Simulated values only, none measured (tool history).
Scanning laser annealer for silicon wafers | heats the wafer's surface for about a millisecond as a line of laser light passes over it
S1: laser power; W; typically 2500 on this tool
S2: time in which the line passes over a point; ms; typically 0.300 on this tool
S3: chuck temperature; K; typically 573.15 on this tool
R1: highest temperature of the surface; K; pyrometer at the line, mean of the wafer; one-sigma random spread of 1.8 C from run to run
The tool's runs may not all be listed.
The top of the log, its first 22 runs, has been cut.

run	day	S1	S2	S3	R1
23	9.125	2339	0.254	591.15	1202.15
24	9.608	2339	0.254	591.15	1201.15
25	10.129	2732	0.337	539.15	1386.15
26	10.675	2732	0.337	539.15	1389.15
27	11.150	2732	0.337	539.15	1388.15
28	11.512	2464	0.244	539.15	1177.15
29	11.950	2575	0.240	546.15	1215.15
30	12.238	2500	0.301	573.15	1291.15
31	12.462	2173	0.248	604.15	1154.15
32	12.812	2173	0.237	579.15	1120.15
33	13.238	2388	0.233	590.15	1187.15
34	13.596	2655	0.285	555.15	1307.15

Consider 4 possible next runs. They are alternatives, not a sequence: every one starts from the tool as it was left by run 34. What does each give?
A	14.050	2500	0.300	592.15	?
B	14.050	2678	0.300	573.15	?
C	14.050	2359	0.300	573.15	?
D	14.050	2521	0.364	573.15	?

run	R1
A	1310.15
B	1350.15
C	1241.15
D	1369.15
Without the tool's unlogged condition, the same runs would have read:
run	R1
A	1340.15
B	1383.15
C	1269.15
D	1403.15
